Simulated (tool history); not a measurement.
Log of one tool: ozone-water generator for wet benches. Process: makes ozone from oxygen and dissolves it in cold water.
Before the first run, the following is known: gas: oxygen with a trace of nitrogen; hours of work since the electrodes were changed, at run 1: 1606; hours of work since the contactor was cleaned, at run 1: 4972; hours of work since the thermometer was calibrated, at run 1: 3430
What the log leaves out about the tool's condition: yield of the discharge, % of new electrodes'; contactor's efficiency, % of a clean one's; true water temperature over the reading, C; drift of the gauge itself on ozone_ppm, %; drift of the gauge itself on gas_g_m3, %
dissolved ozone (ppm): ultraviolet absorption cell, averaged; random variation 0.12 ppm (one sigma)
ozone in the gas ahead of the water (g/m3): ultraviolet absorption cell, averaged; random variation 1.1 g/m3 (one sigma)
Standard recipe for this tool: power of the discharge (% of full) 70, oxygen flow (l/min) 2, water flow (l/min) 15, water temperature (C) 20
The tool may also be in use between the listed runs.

run	hour	power of the discharge (% of full)	oxygen flow (l/min)	water flow (l/min)	water temperature (C)	hours of work since the electrodes were changed	hours of work since the contactor was cleaned	hours of work since the thermometer was calibrated	dissolved ozone (ppm)	ozone in the gas ahead of the water (g/m3)
1	0	70	2	15	20	1606	4972	3430	11.3	188.7
2	32.5	70	2	15	20	1632	4997	3456	11.3	187.5
3	69.1	70	1.6	15	20	1661	5026	3485	10.5	206.5
4	123.5	70	2	15	20	1704	5069	3528	11.4	189.4
5	165.9	70	2	15	20	1737	5103	3561	11.5	189
6	198.4	70	2	15	20	1763	5129	3587	11.5	188.4
7	248.9	70	2	15	20	1803	5169	3627	11.5	187.6
8	304	70	2	15	20	1847	5212	3670	11.3	188.8
9	332.5	70	2	15	20	1869	5235	3693	11.1	188.1
10	388.6	87	2	15	20	1914	5279	3737	12.8	212.3
11	414.5	87	2	15	20	1934	5300	3758	12.8	213.1
12	464.9	87	2	10	20	1974	5340	3798	18.2	214.6
13	521.8	87	1.24	10	20	2019	5385	3843	16.5	263.1
14	561.4	70	2	15	20	2050	5416	3874	11.3	187.6
15	589.2	70	2	15	20	2072	5438	3896	11.6	187
16	623.1	70	2	15	20	2099	5465	3923	11.3	189.1
17	683.6	49	2	11	20	2147	5513	3971	12.2	152.8
18	733.9	49	2	11	20	2187	5552	4011	12.2	152.7
19	771.8	49	2	11	20	2217	5582	4041	12.3	155.3
20	801.1	49	2	11	20	2240	5606	4064	12.2	153.5
21	850.3	49	2	11	20	2279	5645	4103	12.1	153.9
22	908.7	50	2	11	21	2325	5691	4149	12.1	155
23	957.3	50	1.1	14	14	2364	5729	4188	8.5	200.2
24	995	70	2	10	20	2394	5759	4217	16	187.9
25	1033.4	69	2.38	10	20	2424	5790	4248	16.3	172.6
26	1076.2	69	2.38	10	20	2458	5823	4282	16.4	172
27	1109.2	69	2.38	10	20	2484	5850	4308	16.2	169.2
28	1148.3	42	1.41	10	24	2515	5880	4339	10.5	164.4
29	1210.4	42	1.41	10	24	2564	5930	4388	10.6	162.2
30	1254.6	70	1.16	15	20	2599	5965	4423	9.4	234.2
31	1291.2	70	1.6	15	27	2628	5994	4452	9.6	204.7
32	1321.1	70	1.6	15	27	2652	6017	4475	9.6	202.8

Difference, measured minus no-hidden-state, one row per run. Run-to-run variation is common to both terms; the gauge's own scatter need not be:
run	dissolved ozone (ppm)	ozone in the gas ahead of the water (g/m3)
1	-1.3	-4.1
2	-1.3	-4.1
3	-1.2	-4.7
4	-1.3	-4.4
5	-1.3	-4.4
6	-1.3	-4.5
7	-1.3	-4.5
8	-1.4	-4.7
9	-1.4	-4.7
10	-1.6	-6.2
11	-1.6	-6.3
12	-2.1	-6.4
13	-1.9	-8
14	-1.4	-5.2
15	-1.4	-5.2
16	-1.4	-5.4
17	-1.4	-3.5
18	-1.4	-3.5
19	-1.4	-3.6
20	-1.4	-3.6
21	-1.5	-3.8
22	-1.5	-3.9
23	-1.1	-5.1
24	-2	-6
25	-2	-5.6
26	-2.1	-5.6
27	-2.1	-5.6
28	-1.3	-3.9
29	-1.2	-4
30	-1.3	-8.2
31	-1.4	-7.2
32	-1.4	-7.3
